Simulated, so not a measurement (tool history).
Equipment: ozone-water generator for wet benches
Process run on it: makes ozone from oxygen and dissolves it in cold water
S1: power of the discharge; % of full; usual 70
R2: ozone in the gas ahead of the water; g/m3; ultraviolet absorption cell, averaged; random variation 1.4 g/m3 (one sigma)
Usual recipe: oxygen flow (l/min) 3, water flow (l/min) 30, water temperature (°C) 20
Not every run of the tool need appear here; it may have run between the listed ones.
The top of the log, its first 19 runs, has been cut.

run 20 day=73.508 | S1=41 oxygen_flow_(l/min)=3.67 water_flow_(l/min)=29 water_temperature_(°C)=14 | dissolved_ozone_(ppm)=8 R2=150
run 21 day=78.571 | S1=70 oxygen_flow_(l/min)=3 water_flow_(l/min)=20 water_temperature_(°C)=20 | dissolved_ozone_(ppm)=14.9 R2=221.9
run 22 day=82.729 | S1=63 oxygen_flow_(l/min)=3 water_flow_(l/min)=28 water_temperature_(°C)=14 | dissolved_ozone_(ppm)=9.7 R2=208.5
run 23 day=85.954 | S1=61 oxygen_flow_(l/min)=3.16 water_flow_(l/min)=21 water_temperature_(°C)=25 | dissolved_ozone_(ppm)=12.4 R2=202.6
run 24 day=88.542 | S1=61 oxygen_flow_(l/min)=3.16 water_flow_(l/min)=19 water_temperature_(°C)=12 | dissolved_ozone_(ppm)=15.6 R2=202.1
run 25 day=92.796 | S1=61 oxygen_flow_(l/min)=3.16 water_flow_(l/min)=19 water_temperature_(°C)=12 | dissolved_ozone_(ppm)=15.6 R2=200.1
run 26 day=96.779 | S1=91 oxygen_flow_(l/min)=3.16 water_flow_(l/min)=19 water_temperature_(°C)=19 | dissolved_ozone_(ppm)=18.2 R2=251.2
run 27 day=102.271 | S1=59 oxygen_flow_(l/min)=2.11 water_flow_(l/min)=39 water_temperature_(°C)=15 | dissolved_ozone_(ppm)=5.1 R2=230.1
run 28 day=107.467 | S1=92 oxygen_flow_(l/min)=1.99 water_flow_(l/min)=31 water_temperature_(°C)=15 | dissolved_ozone_(ppm)=8.9 R2=300.2
run 29 day=111.567 | S1=92 oxygen_flow_(l/min)=4.25 water_flow_(l/min)=21 water_temperature_(°C)=21 | dissolved_ozone_(ppm)=16.9 R2=220.5
run 30 day=114.212 | S1=92 oxygen_flow_(l/min)=4.25 water_flow_(l/min)=21 water_temperature_(°C)=21 | dissolved_ozone_(ppm)=16.8 R2=219
run 31 day=119.042 | S1=73 oxygen_flow_(l/min)=3 water_flow_(l/min)=29 water_temperature_(°C)=19 | dissolved_ozone_(ppm)=9.4 R2=216
-- day=120.342 contactor cleaned
run 32 day=124.408 | S1=73 oxygen_flow_(l/min)=3 water_flow_(l/min)=29 water_temperature_(°C)=19 | dissolved_ozone_(ppm)=10.6 R2=220.5

Branching from run 32: 4 alternative next runs. What would each branch give?
run A day=127.775 | S1=45 oxygen_flow_(l/min)=3 water_flow_(l/min)=29 water_temperature_(°C)=19 | dissolved_ozone_(ppm)=? R2=?
run B day=127.775 | S1=73 oxygen_flow_(l/min)=3 water_flow_(l/min)=29 water_temperature_(°C)=16 | dissolved_ozone_(ppm)=? R2=?
run C day=127.775 | S1=41 oxygen_flow_(l/min)=3 water_flow_(l/min)=29 water_temperature_(°C)=19 | dissolved_ozone_(ppm)=? R2=?
run D day=127.775 | S1=95 oxygen_flow_(l/min)=3 water_flow_(l/min)=29 water_temperature_(°C)=21 | dissolved_ozone_(ppm)=? R2=?

run=A dissolved_ozone_(ppm)=8 R2=169.3
run=B dissolved_ozone_(ppm)=10.4 R2=220.9
run=C dissolved_ozone_(ppm)=7.5 R2=158.6
run=D dissolved_ozone_(ppm)=11.8 R2=255.3
What these runs would have given with no unlogged condition in the tool:
run=A dissolved_ozone_(ppm)=9.6 R2=200.6
run=B dissolved_ozone_(ppm)=13.4 R2=281.2
run=C dissolved_ozone_(ppm)=8.9 R2=185.6
run=D dissolved_ozone_(ppm)=15.8 R2=337.9
